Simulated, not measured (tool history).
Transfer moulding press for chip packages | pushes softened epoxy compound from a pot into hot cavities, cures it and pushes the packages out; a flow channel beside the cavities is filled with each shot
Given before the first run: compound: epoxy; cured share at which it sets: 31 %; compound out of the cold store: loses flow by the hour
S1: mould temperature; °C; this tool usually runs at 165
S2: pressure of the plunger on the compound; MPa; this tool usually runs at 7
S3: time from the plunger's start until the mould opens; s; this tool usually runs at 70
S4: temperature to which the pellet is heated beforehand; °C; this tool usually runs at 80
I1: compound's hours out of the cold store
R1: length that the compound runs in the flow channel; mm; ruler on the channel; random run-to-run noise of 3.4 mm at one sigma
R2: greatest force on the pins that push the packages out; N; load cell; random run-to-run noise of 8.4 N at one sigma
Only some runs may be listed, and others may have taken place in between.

run,hour,S1,S2,S3,S4,I1,R1,R2
1,0,165,7,70,80,27.6,965,559
# hour 7: cavities cleaned with cleaning compound and waxed
# hour 50: cavities cleaned with cleaning compound and waxed
2,60.5,165,7,70,80,9.5,1052,473
# hour 97.5: cavities cleaned with cleaning compound and waxed
3,119.6,165,7,70,80,42.9,890,514
# hour 144.4: cavities cleaned with cleaning compound and waxed
# hour 188.3: cavities cleaned with cleaning compound and waxed
4,197.8,165,7,70,80,36.7,908,427
# hour 235.1: cavities cleaned with cleaning compound and waxed
# hour 275.5: cavities cleaned with cleaning compound and waxed, once more
# hour 285.3: plunger's sealing rings changed
5,285.8,165,7,70,80,46.8,887,428
# hour 320.7: cavities cleaned with cleaning compound and waxed
6,345.1,165,7,70,80,37.2,921,514
# hour 366.4: cavities cleaned with cleaning compound and waxed
# hour 410.2: cavities cleaned with cleaning compound and waxed
7,410.2,165,7,70,80,39.6,903,362
# hour 454.5: cavities cleaned with cleaning compound and waxed
8,495,165,7,70,80,20,995,604
# hour 504.1: cavities cleaned with cleaning compound and waxed
9,539.9,165,7,70,80,20.9,987,611
# hour 546.8: cavities cleaned with cleaning compound and waxed
# hour 593.6: cavities cleaned with cleaning compound and waxed
# hour 625.1: plunger's sealing rings changed
10,628.4,165,7,70,80,9.1,1068,600
# hour 640.8: cavities cleaned with cleaning compound and waxed
# hour 684.9: cavities cleaned with cleaning compound and waxed
11,687.7,165,7,70,80,9.3,1063,417
# hour 731.7: cavities cleaned with cleaning compound and waxed
12,732.8,169,7,70,80,13.8,1018,351
# hour 777.1: mould's thermocouples calibrated
# hour 778.6: cavities cleaned with cleaning compound and waxed
13,815.7,169,7,70,80,16.4,986,528

Run 14 has not been measured yet. What should we expect?
# hour 823.3: cavities cleaned with cleaning compound and waxed
# hour 867.7: cavities cleaned with cleaning compound and waxed
14,875.7,169,7,70,80,30.7,?,?

R1: 918 mm
R2: 367 N
Had the tool carried no hidden state, the very same run would have given R1 943 mm, R2 316 N.

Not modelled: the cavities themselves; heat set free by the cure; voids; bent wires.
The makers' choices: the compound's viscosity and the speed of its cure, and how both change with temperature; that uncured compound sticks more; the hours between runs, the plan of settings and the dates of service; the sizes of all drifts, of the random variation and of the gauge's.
